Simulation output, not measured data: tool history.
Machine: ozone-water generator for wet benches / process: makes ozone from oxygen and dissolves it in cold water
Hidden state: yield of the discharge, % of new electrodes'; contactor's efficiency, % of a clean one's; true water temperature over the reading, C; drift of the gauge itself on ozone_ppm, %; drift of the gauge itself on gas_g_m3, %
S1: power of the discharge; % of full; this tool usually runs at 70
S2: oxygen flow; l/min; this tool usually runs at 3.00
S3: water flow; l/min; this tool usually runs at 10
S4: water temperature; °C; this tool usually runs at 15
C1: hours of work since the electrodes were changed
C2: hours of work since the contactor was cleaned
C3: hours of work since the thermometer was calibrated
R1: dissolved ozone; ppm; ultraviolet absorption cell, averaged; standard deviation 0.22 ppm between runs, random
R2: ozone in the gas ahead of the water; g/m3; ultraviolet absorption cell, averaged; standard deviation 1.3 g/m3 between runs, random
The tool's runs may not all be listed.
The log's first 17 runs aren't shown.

run,hour,S1,S2,S3,S4,C1,C2,C3,R1,R2
18,813.2,97,4.19,12,20,2862,2078,2965,32.4,257.4
19,843.2,77,4.33,10,17,2892,2107,2995,31.8,206.7
20,875.9,47,1.92,12,19,2925,2140,3027,19.4,235.1
21,933.1,47,1.92,12,19,2981,2197,3084,19.5,237.9
22,974.0,47,1.92,12,19,3022,2237,3125,19.6,235.3
23,1017.5,47,1.92,12,19,3065,2280,3168,19.4,238.7
24,1050.3,47,1.92,12,19,3098,2313,3200,19.4,237.0
25,1097.7,60,3.31,13,19,3145,2360,3247,21.3,205.3
26,1148.4,60,3.31,10,13,3195,2410,3298,29.0,203.6
27,1204.7,41,2.12,6,15,3251,2466,3353,30.9,199.3
28,1230.4,70,3.00,6,15,3276,2491,3379,46.1,246.2
# hour 1280.8: water thermometer calibrated
29,1290.1,98,3.65,10,9,3335,2550,9,45.5,286.8
30,1335.2,70,1.70,14,15,3380,2595,54,24.3,358.1
31,1379.8,70,1.70,14,15,3424,2639,98,23.9,360.6
32,1441.2,70,1.70,10,15,3485,2700,159,33.3,359.4

Consider 5 possible next runs. They are alternatives, not a sequence: every one starts from the tool as it was left by run 32. What does each give?
A,1467.9,70,1.70,12,15,3511,2726,186,?,?
B,1467.9,54,1.70,10,15,3511,2726,186,?,?
C,1467.9,70,3.00,15,15,3511,2726,186,?,?
D,1467.9,65,3.80,10,8,3511,2726,186,?,?
E,1467.9,58,3.00,11,10,3511,2726,186,?,?

run,R1,R2
A,28.2,361.4
B,27.0,288.0
C,22.9,247.8
D,32.4,196.7
E,27.2,210.0
Without the tool's hidden state the same runs would have given:
run,R1,R2
A,28.2,361.8
B,27.0,288.2
C,22.9,248.0
D,32.5,196.9
E,27.2,210.2
